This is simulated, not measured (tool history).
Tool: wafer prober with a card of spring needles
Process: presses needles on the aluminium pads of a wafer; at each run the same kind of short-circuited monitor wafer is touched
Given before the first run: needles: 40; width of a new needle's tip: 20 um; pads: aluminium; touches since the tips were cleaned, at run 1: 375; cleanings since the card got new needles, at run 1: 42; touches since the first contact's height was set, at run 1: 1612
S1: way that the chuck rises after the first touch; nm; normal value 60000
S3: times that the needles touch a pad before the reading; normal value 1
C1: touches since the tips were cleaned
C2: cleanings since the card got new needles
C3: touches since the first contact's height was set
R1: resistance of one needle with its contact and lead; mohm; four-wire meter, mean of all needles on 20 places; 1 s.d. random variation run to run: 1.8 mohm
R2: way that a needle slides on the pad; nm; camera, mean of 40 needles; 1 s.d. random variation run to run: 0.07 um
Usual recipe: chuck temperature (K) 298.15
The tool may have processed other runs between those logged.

Run 1, hour 0: usual settings; C1 375; C2 42; C3 1612. Result: R1 215 mohm, R2 11540 nm.
At hour 12.4: tips cleaned on abrasive film.
At hour 23.8: tips cleaned on abrasive film.
Run 2, hour 33.6: usual settings; C1 4463; C2 44; C3 16803. Result: R1 287 mohm, R2 11400 nm.
At hour 36.2: tips cleaned on abrasive film.
At hour 49.3: tips cleaned on abrasive film.
Run 3, hour 52.5: usual settings but chuck temperature (K) 344.15; C1 1451; C2 46; C3 25305. Result: R1 267 mohm, R2 11350 nm.
At hour 61.7: tips cleaned on abrasive film.
At hour 74.3: tips cleaned on abrasive film.
Run 4, hour 80.4: usual settings but S1 71000 nm, chuck temperature (K) 344.15; C1 2767; C2 48; C3 37898. Result: R1 257 mohm, R2 13400 nm.
At hour 85.6: tips cleaned on abrasive film.
At hour 97.3: tips cleaned on abrasive film.
Run 5, hour 99.7: usual settings but S1 54000 nm; C1 1116; C2 50; C3 46594. Result: R1 271 mohm, R2 10150 nm.
At hour 109.5: tips cleaned on abrasive film.
At hour 122.1: tips cleaned on abrasive film.
Run 6, hour 128.1: usual settings but chuck temperature (K) 307.15; C1 2730; C2 52; C3 59407. Result: R1 274 mohm, R2 11180 nm.
At hour 133.1: tips cleaned on abrasive film.
At hour 144.7: tips cleaned on abrasive film.
Run 7, hour 148.6: usual settings but chuck temperature (K) 307.15; C1 1769; C2 54; C3 68650. Result: R1 269 mohm, R2 11180 nm.
At hour 156.4: tips cleaned on abrasive film.
At hour 160.5: tips cleaned on abrasive film, once more.
Run 8, hour 170: usual settings but chuck temperature (K) 307.15; C1 4318; C2 56; C3 78269. Result: R1 293 mohm, R2 11040 nm.
At hour 172.8: tips cleaned on abrasive film.
At hour 184.1: tips cleaned on abrasive film.
At hour 195.2: tips cleaned on abrasive film.
Run 9, hour 200.4: usual settings but chuck temperature (K) 307.15; C1 2389; C2 59; C3 91962. Result: R1 280 mohm, R2 10980 nm.
At hour 207.2: tips cleaned on abrasive film.
At hour 220.2: tips cleaned on abrasive film.
Run 10, hour 220.6: usual settings; C1 184; C2 61; C3 101047. Result: R1 212 mohm, R2 11030 nm.
At hour 231.5: tips cleaned on abrasive film.
At hour 243.4: tips cleaned on abrasive film.
Run 11, hour 247.8: usual settings; C1 1999; C2 63; C3 113310. Result: R1 277 mohm, R2 11010 nm.
At hour 255.6: tips cleaned on abrasive film.
At hour 267.2: tips cleaned on abrasive film.
At hour 280.7: tips cleaned on abrasive film.
Run 12, hour 281.8: usual settings; C1 524; C2 66; C3 128673. Result: R1 226 mohm, R2 10920 nm.
At hour 292: tips cleaned on abrasive film.
At hour 305.4: tips cleaned on abrasive film.
At hour 317.5: tips cleaned on abrasive film.
Run 13, hour 318.2: usual settings; C1 302; C2 69; C3 145044. Result: R1 223 mohm, R2 10900 nm.
At hour 330.5: tips cleaned on abrasive film.
Run 14, hour 339.9: usual settings; C1 4282; C2 70; C3 154895. Result: R1 299 mohm, R2 10940 nm.

Forecast run 15:
At hour 342.4: tips cleaned on abrasive film.
At hour 356.1: tips cleaned on abrasive film.
At hour 368.5: tips cleaned on abrasive film.
Run 15, hour 372.1: usual settings but chuck temperature (K) 336.15, S3 2; C1 1626; C2 73; C3 169386. Result: R1 ?, R2 ?.

{"run 15": {"R1": 250, "R2": 10720}}
On a tool with no hidden condition, and with the same random variation, this run would have come out at R1 202 mohm, R2 11380 nm.
